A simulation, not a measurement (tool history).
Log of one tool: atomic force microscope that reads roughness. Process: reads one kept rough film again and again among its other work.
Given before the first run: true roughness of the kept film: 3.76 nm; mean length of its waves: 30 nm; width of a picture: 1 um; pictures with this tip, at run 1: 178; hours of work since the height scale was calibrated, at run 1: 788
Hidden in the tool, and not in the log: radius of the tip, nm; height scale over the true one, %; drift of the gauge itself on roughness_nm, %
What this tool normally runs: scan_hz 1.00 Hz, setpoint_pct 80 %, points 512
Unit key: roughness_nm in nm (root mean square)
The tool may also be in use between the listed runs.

run    hour  scan_hz  setpoint_pct  points  pictures with this tip  hours of work since the height scale was calibrated  roughness_nm
  1     0.0     1.00            80     512                     178                                                  788         2.831
  2    65.4     1.00            80     512                     295                                                  838         2.638
       87.8  -- new tip fitted
  3   109.8     1.00            80     512                      40                                                  872         3.078
  4   158.7     1.00            80     512                     127                                                  910         2.907
  5   195.2     1.00            80     512                     192                                                  938         2.783
  6   223.9     1.00            80     512                     243                                                  960         2.691
      274.4  -- new tip fitted
  7   275.4     1.09            80     512                       2                                                  999         3.112
  8   313.2     3.78            80     512                      69                                                 1028         2.537
  9   340.5     1.00            80     512                     118                                                 1049         2.879
 10   368.1     1.00            80     512                     167                                                 1070         2.808
 11   419.6     1.00            80     512                     259                                                 1110         2.639
 12   448.8     1.00            80     512                     311                                                 1133         2.552
      463.7  -- new tip fitted
 13   515.3     1.00            80     512                      92                                                 1183         2.981
 14   557.1     1.00            80     512                     166                                                 1216         2.842
 15   593.6     1.00            80     512                     231                                                 1244         2.725
 16   636.8     1.00            80     512                     308                                                 1277         2.577
      642.0  -- height scale calibrated on a step standard
      654.2  -- new tip fitted
 17   687.0     1.00            80     512                      59                                                   34         3.052
 18   718.9     1.00            80     512                     116                                                   59         3.000
 19   751.5     1.00            80     512                     174                                                   84         2.829
 20   795.5     1.33            80    1003                     252                                                  118         2.660
      827.8  -- height scale calibrated on a step standard, once more
 21   839.0     1.33            66    1003                     328                                                    9         2.585
      843.8  -- new tip fitted
 22   868.1     1.09            71     512                      44                                                   31         3.102
 23   898.6     0.63            80     412                      98                                                   54         2.990
 24   932.6     2.19            76     275                     159                                                   80         2.643
 25   996.6     2.88            67     359                     273                                                  130         2.524
     1030.6  -- new tip fitted
 26  1038.6     0.76            73     429                      15                                                  161         3.173
 27  1072.8     0.76            73     429                      76                                                  188         3.058
 28  1103.6     3.03            80     585                     131                                                  211         2.526

Predict the results of run 29:
 29  1163.0     3.03            80     585                     236                                                  257             ?

Run 29 produced roughness_nm 2.370 nm (root mean square).
Take away the tool's hidden state, keep the run-to-run variation as it was, and the same run would have given roughness_nm 2.781 nm (root mean square).
